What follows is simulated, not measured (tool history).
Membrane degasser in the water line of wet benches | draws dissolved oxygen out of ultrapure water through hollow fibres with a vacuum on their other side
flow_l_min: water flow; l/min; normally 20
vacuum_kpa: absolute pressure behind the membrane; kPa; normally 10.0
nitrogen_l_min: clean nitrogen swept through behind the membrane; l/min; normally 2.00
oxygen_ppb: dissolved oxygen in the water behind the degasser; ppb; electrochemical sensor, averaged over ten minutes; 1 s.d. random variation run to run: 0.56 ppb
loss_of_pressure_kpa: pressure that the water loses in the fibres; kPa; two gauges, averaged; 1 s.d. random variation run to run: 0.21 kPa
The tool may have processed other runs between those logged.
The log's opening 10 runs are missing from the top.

run,hour,flow_l_min,vacuum_kpa,nitrogen_l_min,oxygen_ppb,loss_of_pressure_kpa
11,1068.7,20,10.0,2.00,164.5,48.33
# hour 1152.5: vacuum gauge calibrated, once more
12,1165.9,20,10.0,3.43,97.8,48.35
13,1280.7,20,10.0,3.43,98.1,48.37
14,1410.9,20,10.0,5.31,64.8,48.06
15,1492.2,20,10.0,3.17,105.7,48.46
16,1599.9,19,10.0,2.00,152.7,46.40
17,1684.6,27,24.0,3.14,418.4,65.52
18,1768.0,27,24.0,3.14,417.2,65.62
19,1845.6,13,23.0,0.96,594.2,31.40
20,1975.0,22,10.0,1.25,268.6,53.48
21,2071.5,29,19.5,1.83,572.9,70.27
22,2147.9,20,7.1,2.00,94.4,48.76
23,2287.0,20,7.1,2.00,95.0,48.58
24,2355.7,19,19.8,3.82,201.8,46.53
25,2440.5,19,19.8,3.82,200.7,46.11
26,2544.5,32,11.4,2.00,313.4,78.06
27,2696.8,16,11.3,4.99,65.3,38.58
28,2783.4,18,11.3,4.37,83.5,43.95
29,2893.2,21,8.9,1.26,216.1,51.04
30,2973.0,12,15.2,2.42,147.3,29.17
31,3078.8,29,22.0,2.42,518.7,70.70
32,3154.7,17,14.5,3.83,123.7,41.58

Below are 3 alternative next runs, each starting from the tool's condition after run 32. Predict each:
A,3267.8,17,14.5,1.20,?,?
B,3267.8,31,17.9,1.37,?,?
C,3267.8,17,11.8,2.74,?,?

run,oxygen_ppb,loss_of_pressure_kpa
A,359.5,41.60
B,705.7,75.56
C,131.3,41.27
Take away the tool's hidden state, keep each run's random variation, and the runs would have read:
run,oxygen_ppb,loss_of_pressure_kpa
A,354.1,40.86
B,699.0,74.20
C,128.6,40.53
